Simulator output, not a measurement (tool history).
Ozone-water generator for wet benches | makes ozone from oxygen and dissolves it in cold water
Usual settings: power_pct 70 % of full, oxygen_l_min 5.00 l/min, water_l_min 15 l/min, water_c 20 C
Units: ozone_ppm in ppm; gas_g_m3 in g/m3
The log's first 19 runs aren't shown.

run 20 hour=1100.8 | power_pct=63 oxygen_l_min=5.00 water_l_min=13 water_c=20 | ozone_ppm=27.0 gas_g_m3=223.5
run 21 hour=1182.9 | power_pct=87 oxygen_l_min=6.18 water_l_min=10 water_c=21 | ozone_ppm=37.1 gas_g_m3=242.0
run 22 hour=1221.1 | power_pct=54 oxygen_l_min=4.34 water_l_min=10 water_c=22 | ozone_ppm=29.3 gas_g_m3=219.4
run 23 hour=1273.4 | power_pct=54 oxygen_l_min=6.75 water_l_min=16 water_c=22 | ozone_ppm=20.2 gas_g_m3=180.9
run 24 hour=1355.7 | power_pct=40 oxygen_l_min=5.00 water_l_min=15 water_c=20 | ozone_ppm=19.1 gas_g_m3=174.9
run 25 hour=1405.3 | power_pct=70 oxygen_l_min=5.37 water_l_min=14 water_c=21 | ozone_ppm=26.7 gas_g_m3=229.8
run 26 hour=1441.6 | power_pct=70 oxygen_l_min=5.37 water_l_min=14 water_c=21 | ozone_ppm=27.0 gas_g_m3=229.2
run 27 hour=1520.9 | power_pct=70 oxygen_l_min=5.37 water_l_min=14 water_c=21 | ozone_ppm=27.0 gas_g_m3=230.6
run 28 hour=1599.9 | power_pct=65 oxygen_l_min=5.37 water_l_min=10 water_c=21 | ozone_ppm=32.2 gas_g_m3=219.6
run 29 hour=1676.4 | power_pct=65 oxygen_l_min=5.37 water_l_min=10 water_c=21 | ozone_ppm=32.4 gas_g_m3=218.9
run 30 hour=1746.7 | power_pct=70 oxygen_l_min=8.22 water_l_min=15 water_c=26 | ozone_ppm=22.2 gas_g_m3=189.1
run 31 hour=1791.0 | power_pct=91 oxygen_l_min=2.67 water_l_min=17 water_c=16 | ozone_ppm=25.6 gas_g_m3=361.4
run 32 hour=1835.0 | power_pct=95 oxygen_l_min=2.67 water_l_min=17 water_c=16 | ozone_ppm=26.0 gas_g_m3=366.6
run 33 hour=1871.0 | power_pct=49 oxygen_l_min=4.13 water_l_min=9 water_c=27 | ozone_ppm=26.7 gas_g_m3=215.0
run 34 hour=1952.7 | power_pct=49 oxygen_l_min=4.13 water_l_min=9 water_c=27 | ozone_ppm=27.1 gas_g_m3=213.1

3 ways to go on from here, each from the tool as it stands after run 34. What would each give?
run A hour=2017.4 | power_pct=91 oxygen_l_min=3.55 water_l_min=15 water_c=18 | ozone_ppm=? gas_g_m3=?
run B hour=2017.4 | power_pct=58 oxygen_l_min=2.66 water_l_min=18 water_c=20 | ozone_ppm=? gas_g_m3=?
run C hour=2017.4 | power_pct=70 oxygen_l_min=5.00 water_l_min=13 water_c=20 | ozone_ppm=? gas_g_m3=?

run=A ozone_ppm=29.7 gas_g_m3=316.6
run=B ozone_ppm=18.2 gas_g_m3=285.2
run=C ozone_ppm=28.7 gas_g_m3=233.4
Without the tool's hidden state the same runs would have given:
run=A ozone_ppm=29.8 gas_g_m3=316.8
run=B ozone_ppm=18.3 gas_g_m3=285.3
run=C ozone_ppm=28.7 gas_g_m3=233.6
